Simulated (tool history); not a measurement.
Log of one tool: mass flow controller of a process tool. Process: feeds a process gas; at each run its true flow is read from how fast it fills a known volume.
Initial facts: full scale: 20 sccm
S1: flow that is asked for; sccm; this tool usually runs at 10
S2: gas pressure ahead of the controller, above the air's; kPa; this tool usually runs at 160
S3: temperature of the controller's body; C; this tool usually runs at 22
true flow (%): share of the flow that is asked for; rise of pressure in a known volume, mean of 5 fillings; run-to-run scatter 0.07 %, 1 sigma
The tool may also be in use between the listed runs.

Run 1, hour 0.0: usual settings. Result: true flow (%) 98.55.
Run 2, hour 122.7: usual settings. Result: true flow (%) 98.46.
Run 3, hour 302.0: usual settings. Result: true flow (%) 98.41.
Run 4, hour 423.9: usual settings but S3 24 C. Result: true flow (%) 98.35.
Run 5, hour 583.7: usual settings but S2 170 kPa. Result: true flow (%) 98.34.
Run 6, hour 707.5: usual settings but S2 170 kPa. Result: true flow (%) 98.29.
Run 7, hour 806.8: usual settings but S2 170 kPa. Result: true flow (%) 98.25.
Run 8, hour 998.2: usual settings but S1 4 sccm. Result: true flow (%) 97.35.
Run 9, hour 1152.5: usual settings but S1 3 sccm. Result: true flow (%) 96.99.
Run 10, hour 1263.7: usual settings. Result: true flow (%) 98.01.
Run 11, hour 1413.9: usual settings but S2 152 kPa. Result: true flow (%) 98.06.
Run 12, hour 1531.8: usual settings but S2 152 kPa. Result: true flow (%) 97.94.
Run 13, hour 1710.1: usual settings. Result: true flow (%) 97.89.
Run 14, hour 1846.9: usual settings but S3 28 C. Result: true flow (%) 97.53.
Run 15, hour 1998.7: usual settings but S3 28 C. Result: true flow (%) 97.51.
Run 16, hour 2109.4: usual settings but S3 28 C. Result: true flow (%) 97.58.

What will run 17 give?
Run 17, hour 2227.7: usual settings but S3 28 C. Result: true flow (%) ?.

true flow (%): 97.39
With no hidden state in the tool, this same run would have given true flow (%) 98.21.
